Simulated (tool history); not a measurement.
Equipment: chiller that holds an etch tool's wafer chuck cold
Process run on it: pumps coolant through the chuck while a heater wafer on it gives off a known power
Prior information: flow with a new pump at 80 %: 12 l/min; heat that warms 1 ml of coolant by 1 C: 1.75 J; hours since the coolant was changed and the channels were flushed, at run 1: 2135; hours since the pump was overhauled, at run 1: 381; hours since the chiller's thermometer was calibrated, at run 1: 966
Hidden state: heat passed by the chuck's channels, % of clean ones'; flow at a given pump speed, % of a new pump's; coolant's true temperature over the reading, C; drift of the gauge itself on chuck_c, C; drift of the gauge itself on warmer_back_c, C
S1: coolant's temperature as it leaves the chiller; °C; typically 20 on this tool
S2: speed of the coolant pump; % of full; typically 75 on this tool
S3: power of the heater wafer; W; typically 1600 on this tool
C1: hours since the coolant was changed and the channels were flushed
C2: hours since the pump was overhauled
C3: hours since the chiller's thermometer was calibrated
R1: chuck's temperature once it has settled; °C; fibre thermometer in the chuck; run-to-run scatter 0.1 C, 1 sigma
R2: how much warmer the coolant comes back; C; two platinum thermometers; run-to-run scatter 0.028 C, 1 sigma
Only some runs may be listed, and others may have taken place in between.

run,day,S1,S2,S3,C1,C2,C3,R1,R2
1,0.000,20,75,1600,2135,381,966,33.2,4.95
2,6.258,20,75,1600,2285,531,1116,33.1,4.93
3,15.192,20,75,1600,2499,746,1330,33.4,4.96
4,22.133,20,75,1600,2666,912,1497,33.4,4.95
5,30.038,20,75,1600,2856,1102,1687,33.6,4.92
6,39.167,20,81,1600,3075,1321,1906,32.9,4.60
7,43.842,20,75,1600,3187,1433,2018,33.9,4.97
8,49.733,18,75,1600,3328,1575,2159,31.8,4.96
9,56.658,20,75,1600,3495,1741,2325,33.6,4.96
10,63.096,13,75,1600,3649,1895,2480,27.0,5.05
11,67.538,13,75,1600,3756,2002,2586,27.1,5.02
12,73.233,27,64,836,3892,2139,2723,35.6,3.08
13,81.954,12,75,1600,4102,2348,2933,26.2,5.03
14,88.871,20,64,1822,4268,2514,3099,38.3,6.72
15,94.933,20,75,1600,4413,2660,3244,34.4,5.06
# day 101.125: chiller's thermometer calibrated
16,103.442,20,73,1211,4616,2863,56,30.8,3.92
17,107.725,20,64,1021,4719,2966,158,30.1,3.75

Estimate the outcome of run 18 from the log above:
18,115.079,20,64,1021,4896,3142,335,?,?

{"run 18": {"R1": 30.4, "R2": 3.77}}
Take away the tool's hidden state, keep the run-to-run variation as it was, and the same run would have given R1 29.0 °C, R2 3.62 C.
